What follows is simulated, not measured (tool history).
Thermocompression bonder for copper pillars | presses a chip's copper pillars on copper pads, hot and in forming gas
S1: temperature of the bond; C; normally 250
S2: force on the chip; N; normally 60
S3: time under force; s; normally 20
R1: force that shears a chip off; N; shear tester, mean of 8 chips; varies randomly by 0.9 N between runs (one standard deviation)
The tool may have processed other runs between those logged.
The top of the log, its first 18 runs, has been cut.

Run 19, hour 139.2: usual settings but S1 228 C, S2 50 N, S3 11 s. Result: R1 40.9 N.
Run 20, hour 145.2: usual settings but S1 234 C, S2 50 N, S3 11 s. Result: R1 43.6 N.
Run 21, hour 150.6: usual settings but S1 234 C, S2 50 N, S3 11 s. Result: R1 46.2 N.
Run 22, hour 157.4: usual settings but S1 277 C, S2 88 N. Result: R1 111.5 N.
Run 23, hour 168.4: usual settings but S2 76 N. Result: R1 88.8 N.
Run 24, hour 179.3: usual settings but S1 248 C, S2 42 N, S3 45 s. Result: R1 72.6 N.
Run 25, hour 184.5: usual settings but S1 248 C, S2 42 N, S3 45 s. Result: R1 75.2 N.
Run 26, hour 195.2: usual settings but S1 264 C, S2 59 N, S3 12 s. Result: R1 71.1 N.
Run 27, hour 206.1: usual settings but S2 44 N. Result: R1 58.7 N.
Run 28, hour 215.3: usual settings but S1 247 C, S2 39 N, S3 21 s. Result: R1 51.0 N.
Run 29, hour 222.5: usual settings but S1 247 C, S2 39 N, S3 21 s. Result: R1 53.0 N.
Run 30, hour 228.3: usual settings but S1 247 C, S2 39 N, S3 21 s. Result: R1 51.6 N.
Run 31, hour 234.6: usual settings but S2 63 N, S3 16 s. Result: R1 73.9 N.
Run 32, hour 244.5: usual settings but S3 11 s. Result: R1 61.7 N.
Run 33, hour 254.3: usual settings but S3 11 s. Result: R1 61.9 N.
Run 34, hour 262.1: usual settings but S1 226 C, S2 45 N, S3 29 s. Result: R1 53.1 N.
Run 35, hour 270.9: usual settings but S1 258 C, S2 69 N, S3 44 s. Result: R1 105.4 N.

Branching from run 35: 5 alternative next runs. What would each branch give?
Run A, hour 282.0: usual settings but S1 220 C, S2 53 N. Result: R1 ?.
Run B, hour 282.0: usual settings but S2 57 N, S3 13 s. Result: R1 ?.
Run C, hour 282.0: usual settings but S1 271 C, S2 48 N, S3 23 s. Result: R1 ?.
Run D, hour 282.0: usual settings but S1 258 C, S2 69 N, S3 13 s. Result: R1 ?.
Run E, hour 282.0: usual settings but S1 248 C, S2 58 N, S3 18 s. Result: R1 ?.

run    R1
  A  49.4
  B  62.5
  C  78.7
  D  78.8
  E  69.9
Stripped of hidden state, with their random variation kept, the same runs would have yielded:
run    R1
  A  48.8
  B  62.1
  C  78.7
  D  78.8
  E  69.6
